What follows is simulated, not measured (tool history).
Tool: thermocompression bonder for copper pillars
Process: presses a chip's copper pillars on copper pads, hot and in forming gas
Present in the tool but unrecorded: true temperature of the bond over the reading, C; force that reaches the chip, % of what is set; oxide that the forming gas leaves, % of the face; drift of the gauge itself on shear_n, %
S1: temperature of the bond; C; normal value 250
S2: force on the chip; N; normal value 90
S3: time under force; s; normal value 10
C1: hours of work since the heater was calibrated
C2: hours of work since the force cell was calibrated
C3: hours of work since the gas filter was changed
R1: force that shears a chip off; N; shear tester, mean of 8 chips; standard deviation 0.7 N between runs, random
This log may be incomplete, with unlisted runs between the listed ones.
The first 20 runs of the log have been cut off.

run,hour,S1,S2,S3,C1,C2,C3,R1
21,138.9,250,90,10,415,176,272,48.4
22,142.7,270,59,6,418,179,275,39.3
23,148.1,270,59,6,422,183,279,38.8
24,157.3,250,97,6,429,190,286,41.4
25,163.2,250,97,6,434,195,290,40.8
26,171.4,230,90,16,440,201,296,45.6
27,177.8,258,57,10,445,206,301,41.9
28,185.1,258,57,10,450,211,307,41.9
29,190.2,248,58,10,454,215,311,37.2
30,197.3,248,58,10,459,220,316,37.1
31,205.7,250,65,17,466,227,322,50.1
32,213.5,255,65,10,472,233,328,42.8
33,220.2,255,65,10,477,238,333,42
34,228.6,266,88,7,483,244,340,50
35,237.9,266,88,7,490,251,347,51.1
36,245.1,266,88,7,496,257,352,50.3
37,250.4,266,88,7,500,261,356,49.2
38,254.7,266,88,7,503,264,359,51.1
39,261.6,262,90,10,508,269,365,54.2
40,265.6,226,79,10,511,272,367,31.7
41,272,226,79,12,516,277,372,35.1

Below are 3 alternative next runs, each starting from the tool's condition after run 41. Predict each:
A,280.9,227,62,27,523,284,379,?
B,280.9,267,82,19,523,284,379,?
C,280.9,235,90,14,523,284,379,?

run,R1
A,44.9
B,70.9
C,45
Without the tool's unlogged condition, the same runs would have read:
run,R1
A,45.7
B,71.9
C,45.8
